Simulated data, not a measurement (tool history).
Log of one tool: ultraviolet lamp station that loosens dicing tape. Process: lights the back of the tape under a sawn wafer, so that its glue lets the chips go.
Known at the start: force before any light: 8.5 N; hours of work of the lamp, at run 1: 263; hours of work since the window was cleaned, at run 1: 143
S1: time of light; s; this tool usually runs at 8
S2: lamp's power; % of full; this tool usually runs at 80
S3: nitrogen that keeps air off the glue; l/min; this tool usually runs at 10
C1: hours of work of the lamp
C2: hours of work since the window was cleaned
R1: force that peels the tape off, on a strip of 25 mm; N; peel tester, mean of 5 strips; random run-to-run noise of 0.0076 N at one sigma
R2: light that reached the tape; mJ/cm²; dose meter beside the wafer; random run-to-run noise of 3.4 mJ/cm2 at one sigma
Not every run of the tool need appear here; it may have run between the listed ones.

Run 1, day 0: usual settings; C1 263; C2 143. Result: R1 0.294 N, R2 562 mJ/cm².
Run 2, day 0.975: usual settings but S3 16 l/min; C1 273; C2 153. Result: R1 0.249 N, R2 563 mJ/cm².
Run 3, day 1.642: usual settings; C1 280; C2 160. Result: R1 0.287 N, R2 559 mJ/cm².
Run 4, day 2.262: usual settings; C1 286; C2 167. Result: R1 0.295 N, R2 561 mJ/cm².
Run 5, day 3.375: usual settings; C1 298; C2 178. Result: R1 0.277 N, R2 566 mJ/cm².
Run 6, day 3.975: usual settings but S2 71 % of full; C1 304; C2 184. Result: R1 0.351 N, R2 495 mJ/cm².
Run 7, day 5.033: usual settings; C1 315; C2 195. Result: R1 0.295 N, R2 563 mJ/cm².
Run 8, day 5.912: usual settings; C1 324; C2 205. Result: R1 0.296 N, R2 560 mJ/cm².
Run 9, day 6.388: usual settings; C1 329; C2 209. Result: R1 0.285 N, R2 556 mJ/cm².
Run 10, day 7.096: usual settings; C1 336; C2 217. Result: R1 0.295 N, R2 558 mJ/cm².
Run 11, day 8.062: usual settings; C1 346; C2 227. Result: R1 0.274 N, R2 558 mJ/cm².
Run 12, day 8.662: usual settings; C1 352; C2 233. Result: R1 0.267 N, R2 563 mJ/cm².
Run 13, day 9.379: usual settings; C1 360; C2 240. Result: R1 0.29 N, R2 563 mJ/cm².
Run 14, day 10.288: usual settings; C1 369; C2 250. Result: R1 0.287 N, R2 559 mJ/cm².
Run 15, day 11.325: usual settings; C1 380; C2 261. Result: R1 0.285 N, R2 558 mJ/cm².
Run 16, day 11.875: usual settings; C1 386; C2 266. Result: R1 0.299 N, R2 559 mJ/cm².
Run 17, day 12.512: usual settings but S1 4 s, S2 72 % of full, S3 8 l/min; C1 392; C2 273. Result: R1 1.43 N, R2 252 mJ/cm².
Run 18, day 13.333: usual settings but S1 12 s, S2 78 % of full; C1 401; C2 281. Result: R1 0.222 N, R2 820 mJ/cm².
Run 19, day 13.85: usual settings but S1 12 s, S2 78 % of full; C1 406; C2 287. Result: R1 0.225 N, R2 817 mJ/cm².
Run 20, day 14.892: usual settings but S1 12 s, S2 68 % of full, S3 4 l/min; C1 417; C2 298. Result: R1 0.348 N, R2 711 mJ/cm².
Run 21, day 15.996: usual settings but S1 12 s, S2 93 % of full, S3 4 l/min; C1 428; C2 309. Result: R1 0.236 N, R2 977 mJ/cm².
Run 22, day 17.108: usual settings; C1 440; C2 320. Result: R1 0.289 N, R2 561 mJ/cm².
Run 23, day 17.742: usual settings; C1 446; C2 327. Result: R1 0.28 N, R2 559 mJ/cm².
Run 24, day 18.288: usual settings; C1 452; C2 333. Result: R1 0.297 N, R2 561 mJ/cm².
Run 25, day 18.988: usual settings but S3 7 l/min; C1 459; C2 340. Result: R1 0.351 N, R2 561 mJ/cm².
Run 26, day 19.704: usual settings but S1 14 s, S2 64 % of full; C1 467; C2 347. Result: R1 0.221 N, R2 782 mJ/cm².
Run 27, day 20.521: usual settings but S1 14 s, S2 64 % of full; C1 475; C2 356. Result: R1 0.23 N, R2 772 mJ/cm².
Run 28, day 21.588: usual settings but S2 85 % of full; C1 486; C2 367. Result: R1 0.26 N, R2 596 mJ/cm².
Run 29, day 22.554: usual settings but S2 85 % of full; C1 496; C2 377. Result: R1 0.283 N, R2 588 mJ/cm².
Run 30, day 23.638: usual settings; C1 507; C2 388. Result: R1 0.291 N, R2 560 mJ/cm².
Run 31, day 24.15: usual settings but S1 6 s, S2 75 % of full, S3 4 l/min; C1 513; C2 393. Result: R1 1.114 N, R2 390 mJ/cm².

5 ways to go on from here, each from the tool as it stands after run 31. What would each give?
Run A, day 25.267: usual settings but S1 10 s; C1 524; C2 405. Result: R1 ?, R2 ?.
Run B, day 25.267: usual settings but S1 5 s; C1 524; C2 405. Result: R1 ?, R2 ?.
Run C, day 25.267: usual settings but S1 6 s, S2 72 % of full, S3 3 l/min; C1 524; C2 405. Result: R1 ?, R2 ?.
Run D, day 25.267: usual settings but S2 74 % of full; C1 524; C2 405. Result: R1 ?, R2 ?.
Run E, day 25.267: usual settings but S2 78 % of full; C1 524; C2 405. Result: R1 ?, R2 ?.

run     R1   R2
  A  0.222  698
  B  0.691  348
  C   1.47  375
  D  0.319  517
  E  0.306  544
With the hidden condition removed and each run's random variation left untouched, the same runs would have given:
run     R1   R2
  A  0.221  699
  B   0.69  348
  C  1.468  376
  D  0.319  517
  E  0.305  544

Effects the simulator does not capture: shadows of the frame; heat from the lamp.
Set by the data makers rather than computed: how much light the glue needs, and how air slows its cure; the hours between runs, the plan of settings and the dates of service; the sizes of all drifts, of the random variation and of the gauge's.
